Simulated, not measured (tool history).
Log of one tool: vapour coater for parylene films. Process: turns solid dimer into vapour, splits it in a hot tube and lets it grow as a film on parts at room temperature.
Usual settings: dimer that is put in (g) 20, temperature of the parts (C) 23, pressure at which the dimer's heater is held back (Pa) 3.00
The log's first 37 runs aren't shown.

run	day	dimer that is put in (g)	temperature of the parts (C)	pressure at which the dimer's heater is held back (Pa)	hours of work since the trap's valve was overhauled	hours of work since the table's thermometer was calibrated	thickness of the film (µm)
38	18.117	20	23	3.16	25	91	4.04
39	18.533	21	34	3.16	29	95	2.44
40	18.975	21	34	7.16	34	100	2.17
41	19.608	12	16	3.24	40	106	3.38
42	19.983	12	16	3.24	44	110	3.39
43	20.262	12	16	3.24	46	112	3.38
44	20.638	11	23	3.74	50	116	2.16
45	20.992	24	28	3.50	54	120	3.69

Forecast each of these 3 alternatives for the next run:
A	21.379	20	19	3.00	58	123	?
B	21.379	15	22	2.65	58	123	?
C	21.379	14	29	3.76	58	123	?

run	thickness of the film (µm)
A	4.90
B	3.27
C	2.05
Without the tool's hidden state the same runs would have given:
run	thickness of the film (µm)
A	4.90
B	3.27
C	2.05

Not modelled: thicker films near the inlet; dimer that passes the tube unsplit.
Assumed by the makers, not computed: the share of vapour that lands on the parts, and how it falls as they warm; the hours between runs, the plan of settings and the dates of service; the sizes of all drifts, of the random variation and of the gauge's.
